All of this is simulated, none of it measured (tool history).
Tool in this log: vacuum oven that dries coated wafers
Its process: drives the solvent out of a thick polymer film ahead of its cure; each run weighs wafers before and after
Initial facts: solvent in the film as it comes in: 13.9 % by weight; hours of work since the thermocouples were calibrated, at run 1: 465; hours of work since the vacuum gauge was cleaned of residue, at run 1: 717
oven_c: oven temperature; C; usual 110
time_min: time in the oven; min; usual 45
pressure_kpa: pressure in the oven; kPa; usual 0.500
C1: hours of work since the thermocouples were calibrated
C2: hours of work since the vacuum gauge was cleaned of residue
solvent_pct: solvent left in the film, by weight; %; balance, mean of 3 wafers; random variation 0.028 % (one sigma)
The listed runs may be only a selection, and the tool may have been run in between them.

Run 1, hour 0.0: usual settings; C1 465; C2 717. Result: solvent_pct 0.97 %.
Run 2, hour 15.4: usual settings; C1 472; C2 725. Result: solvent_pct 0.92 %.
Run 3, hour 32.5: usual settings; C1 480; C2 732. Result: solvent_pct 0.94 %.
Run 4, hour 50.4: usual settings; C1 488; C2 741. Result: solvent_pct 0.93 %.
Run 5, hour 75.4: usual settings; C1 499; C2 752. Result: solvent_pct 0.87 %.
Run 6, hour 98.2: usual settings; C1 510; C2 763. Result: solvent_pct 0.90 %.
Run 7, hour 125.3: usual settings; C1 522; C2 775. Result: solvent_pct 0.85 %.
Run 8, hour 145.6: usual settings; C1 532; C2 785. Result: solvent_pct 0.85 %.
Run 9, hour 157.9: usual settings; C1 538; C2 790. Result: solvent_pct 0.91 %.
Run 10, hour 181.8: usual settings; C1 549; C2 801. Result: solvent_pct 0.97 %.
Run 11, hour 205.6: usual settings; C1 560; C2 812. Result: solvent_pct 0.92 %.
Run 12, hour 228.7: usual settings; C1 570; C2 823. Result: solvent_pct 0.87 %.
Run 13, hour 248.2: usual settings but pressure_kpa 0.361 kPa; C1 579; C2 832. Result: solvent_pct 0.82 %.
Run 14, hour 261.2: usual settings but pressure_kpa 0.357 kPa; C1 585; C2 838. Result: solvent_pct 0.80 %.
Run 15, hour 282.2: usual settings but oven_c 122 C; C1 595; C2 848. Result: solvent_pct 0.29 %.
Run 16, hour 304.0: usual settings but oven_c 122 C, pressure_kpa 0.492 kPa; C1 605; C2 858. Result: solvent_pct 0.22 %.
Run 17, hour 315.8: usual settings but oven_c 122 C, pressure_kpa 0.492 kPa; C1 610; C2 863. Result: solvent_pct 0.24 %.
Run 18, hour 342.5: usual settings but oven_c 121 C, pressure_kpa 0.781 kPa; C1 623; C2 875. Result: solvent_pct 0.32 %.
Run 19, hour 354.4: usual settings but oven_c 119 C, time_min 32 min, pressure_kpa 1.725 kPa; C1 628; C2 881. Result: solvent_pct 0.97 %.
Run 20, hour 377.2: usual settings but oven_c 109 C, time_min 32 min, pressure_kpa 0.626 kPa; C1 639; C2 891. Result: solvent_pct 1.96 %.
Run 21, hour 393.7: usual settings but oven_c 109 C, time_min 24 min, pressure_kpa 0.626 kPa; C1 646; C2 899. Result: solvent_pct 2.90 %.
Run 22, hour 410.1: usual settings but oven_c 109 C, time_min 24 min, pressure_kpa 0.626 kPa; C1 654; C2 907. Result: solvent_pct 2.91 %.
Run 23, hour 423.5: usual settings but oven_c 121 C, time_min 59 min, pressure_kpa 0.928 kPa; C1 660; C2 913. Result: solvent_pct 0.29 %.
Run 24, hour 440.8: usual settings but oven_c 114 C, time_min 24 min, pressure_kpa 0.928 kPa; C1 668; C2 921. Result: solvent_pct 1.98 %.
Run 25, hour 463.9: usual settings but oven_c 114 C, time_min 24 min, pressure_kpa 0.928 kPa; C1 679; C2 931. Result: solvent_pct 2.00 %.
Run 26, hour 475.0: usual settings but oven_c 114 C, time_min 24 min, pressure_kpa 0.928 kPa; C1 684; C2 937. Result: solvent_pct 2.01 %.
Run 27, hour 490.1: usual settings but oven_c 97 C, time_min 72 min, pressure_kpa 0.532 kPa; C1 691; C2 944. Result: solvent_pct 1.66 %.
Run 28, hour 501.6: usual settings but oven_c 103 C, time_min 72 min, pressure_kpa 1.217 kPa; C1 696; C2 949. Result: solvent_pct 1.24 %.

Below, each run's measurement less what the same run would have read without the hidden state. Both values contain the same run-to-run variation, but the gauge's scatter may not be the same in both:
Hidden conditions of the tool in this case: true wafer temperature over the reading, C; true pressure over the reading, kPa; drift of the gauge itself on solvent_pct, %.
run  solvent_pct
  1        -0.07
  2        -0.07
  3        -0.08
  4        -0.08
  5        -0.08
  6        -0.08
  7        -0.08
  8        -0.08
  9        -0.09
 10        -0.09
 11        -0.09
 12        -0.09
 13        -0.10
 14        -0.09
 15        +0.00
 16        +0.00
 17        +0.00
 18        -0.01
 19        -0.09
 20        -0.20
 21        -0.25
 22        -0.26
 23        +0.01
 24        -0.21
 25        -0.22
 26        -0.22
 27        -0.19
 28        -0.11

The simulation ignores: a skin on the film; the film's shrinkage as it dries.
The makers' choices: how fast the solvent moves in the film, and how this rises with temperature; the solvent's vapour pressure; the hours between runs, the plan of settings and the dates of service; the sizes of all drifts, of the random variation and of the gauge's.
